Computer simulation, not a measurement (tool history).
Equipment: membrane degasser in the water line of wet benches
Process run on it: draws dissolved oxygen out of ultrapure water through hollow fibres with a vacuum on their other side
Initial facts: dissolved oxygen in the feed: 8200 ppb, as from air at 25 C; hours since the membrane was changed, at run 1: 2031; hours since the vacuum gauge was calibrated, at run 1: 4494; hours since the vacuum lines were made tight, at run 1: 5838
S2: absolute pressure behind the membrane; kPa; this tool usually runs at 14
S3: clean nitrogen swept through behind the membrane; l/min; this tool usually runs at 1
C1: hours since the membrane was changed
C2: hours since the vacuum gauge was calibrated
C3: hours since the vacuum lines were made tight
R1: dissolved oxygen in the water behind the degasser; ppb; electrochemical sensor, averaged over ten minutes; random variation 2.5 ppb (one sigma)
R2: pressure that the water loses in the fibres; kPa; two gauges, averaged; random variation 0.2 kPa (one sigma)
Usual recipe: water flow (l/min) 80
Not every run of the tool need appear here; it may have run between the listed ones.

run 1 hour=0 | water_flow_(l/min)=80 S2=14 S3=1 | C1=2031 C2=4494 C3=5838 | R1=1292.4 R2=45.92
run 2 hour=97.3 | water_flow_(l/min)=80 S2=14 S3=1 | C1=2128 C2=4591 C3=5935 | R1=1288.8 R2=46.54
run 3 hour=211.1 | water_flow_(l/min)=80 S2=14 S3=1 | C1=2242 C2=4705 C3=6049 | R1=1292 R2=45.99
run 4 hour=318.5 | water_flow_(l/min)=80 S2=14 S3=1 | C1=2349 C2=4812 C3=6156 | R1=1287.1 R2=46.36
run 5 hour=404.8 | water_flow_(l/min)=80 S2=14 S3=1 | C1=2435 C2=4899 C3=6242 | R1=1291.1 R2=46.51
run 6 hour=547.3 | water_flow_(l/min)=80 S2=14 S3=1 | C1=2578 C2=5041 C3=6385 | R1=1285.9 R2=46.09
run 7 hour=625.9 | water_flow_(l/min)=80 S2=11.5 S3=1 | C1=2656 C2=5120 C3=6463 | R1=1020.3 R2=46.31
run 8 hour=758.6 | water_flow_(l/min)=80 S2=11.5 S3=1 | C1=2789 C2=5252 C3=6596 | R1=1016.9 R2=45.9
run 9 hour=826.6 | water_flow_(l/min)=80 S2=11.5 S3=1 | C1=2857 C2=5321 C3=6664 | R1=1013 R2=45.97
run 10 hour=939 | water_flow_(l/min)=80 S2=11.5 S3=1 | C1=2970 C2=5433 C3=6777 | R1=1011.2 R2=46.36
run 11 hour=1013.6 | water_flow_(l/min)=80 S2=11.5 S3=1 | C1=3044 C2=5508 C3=6851 | R1=1011.5 R2=46.13
run 12 hour=1099.6 | water_flow_(l/min)=80 S2=11.5 S3=1 | C1=3130 C2=5594 C3=6937 | R1=1010.8 R2=46.13
run 13 hour=1169.2 | water_flow_(l/min)=80 S2=11.5 S3=1 | C1=3200 C2=5663 C3=7007 | R1=1012.9 R2=46.19

Run 14, settings as shown, results not yet in. Your forecast:
run 14 hour=1312.3 | water_flow_(l/min)=80 S2=11.5 S3=1 | C1=3343 C2=5806 C3=7150 | R1=? R2=?

For run 14 the tool returned R1 1011.4 ppb, R2 46.27 kPa.
If the tool had no hidden condition, the same run with the same run-to-run variation would have returned R1 1021.6 ppb, R2 46.25 kPa.
